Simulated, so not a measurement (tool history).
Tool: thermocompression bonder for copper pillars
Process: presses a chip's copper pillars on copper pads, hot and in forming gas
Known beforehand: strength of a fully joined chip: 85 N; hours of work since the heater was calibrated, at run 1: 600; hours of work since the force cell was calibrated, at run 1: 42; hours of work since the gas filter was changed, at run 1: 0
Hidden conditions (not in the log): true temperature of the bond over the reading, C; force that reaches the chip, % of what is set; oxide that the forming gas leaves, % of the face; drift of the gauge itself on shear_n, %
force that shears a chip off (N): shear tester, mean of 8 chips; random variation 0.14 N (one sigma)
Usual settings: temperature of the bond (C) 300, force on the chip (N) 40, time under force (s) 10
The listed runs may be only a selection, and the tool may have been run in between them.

run	hour	temperature of the bond (C)	force on the chip (N)	time under force (s)	hours of work since the heater was calibrated	hours of work since the force cell was calibrated	hours of work since the gas filter was changed	force that shears a chip off (N)
1	0	300	40	10	600	42	0	43.9
2	44.5	300	40	20	625	68	25	54.3
3	121.9	300	36	20	669	112	70	52.6
4	177.6	300	27	10	701	144	101	36.9
5	217.8	300	40	30	724	167	124	60.8
6	296.2	300	40	30	769	211	169	60.8
7	383	300	40	30	818	261	219	60.5
8	420.3	300	40	30	839	282	240	60.9
9	490.2	300	40	30	879	322	280	60.6
10	576.2	300	40	30	928	371	329	60.8
11	653.6	300	40	30	972	415	373	60.7
12	731.9	300	40	17	1017	460	418	51.9
13	807.6	300	40	17	1060	503	461	52.1
# hour 845.3: forming gas filter changed
14	883.1	300	40	17	1103	546	22	52.2
15	970.8	300	43	10	1153	596	72	45.5
16	1006.9	311	40	10	1174	617	92	48.9
17	1053.8	311	40	10	1201	643	119	48.8
18	1121.6	311	40	10	1239	682	158	49.2
19	1208.5	307	40	10	1289	732	207	47.2
20	1269.7	300	32	10	1324	767	242	40.2
21	1322	300	32	10	1354	797	272	40
22	1381.7	300	28	10	1388	831	306	37.7
23	1468.3	300	28	10	1437	880	356	37.8
# hour 1554.7: heater calibrated with a thermocouple chip
24	1554.7	300	28	10	0	928	404	37.8
25	1607.5	299	41	10	30	958	434	43.8
26	1669.2	320	44	7	65	994	469	49.3
# hour 1696.9: forming gas filter changed
27	1707.6	300	32	26	87	1015	6	54.5
28	1793.6	276	25	10	136	1064	55	26.6
29	1851.8	304	40	10	169	1097	88	45.8
30	1903.3	300	40	8	199	1127	118	40.7
31	1977.1	300	40	8	241	1169	160	40.7
32	2015	300	30	18	262	1191	181	47.4
33	2059.9	273	31	14	288	1216	207	32.3
34	2121.6	315	32	25	323	1251	242	60.6
35	2174.9	315	32	25	354	1282	273	60.5
36	2254.5	325	25	10	399	1327	318	45.9
37	2324.4	325	25	10	439	1367	358	46
38	2367.5	325	25	10	464	1392	383	45.9
39	2455.5	311	39	19	514	1442	433	58.1

Forecast each of these 3 alternatives for the next run:
A	2525.9	280	40	14	554	1482	473	?
B	2525.9	287	39	9	554	1482	473	?
C	2525.9	300	32	17	554	1482	473	?

run	force that shears a chip off (N)
A	39.7
B	36.1
C	47.9
Without the tool's unlogged condition, the same runs would have read:
run	force that shears a chip off (N)
A	39.7
B	36.2
C	47.9

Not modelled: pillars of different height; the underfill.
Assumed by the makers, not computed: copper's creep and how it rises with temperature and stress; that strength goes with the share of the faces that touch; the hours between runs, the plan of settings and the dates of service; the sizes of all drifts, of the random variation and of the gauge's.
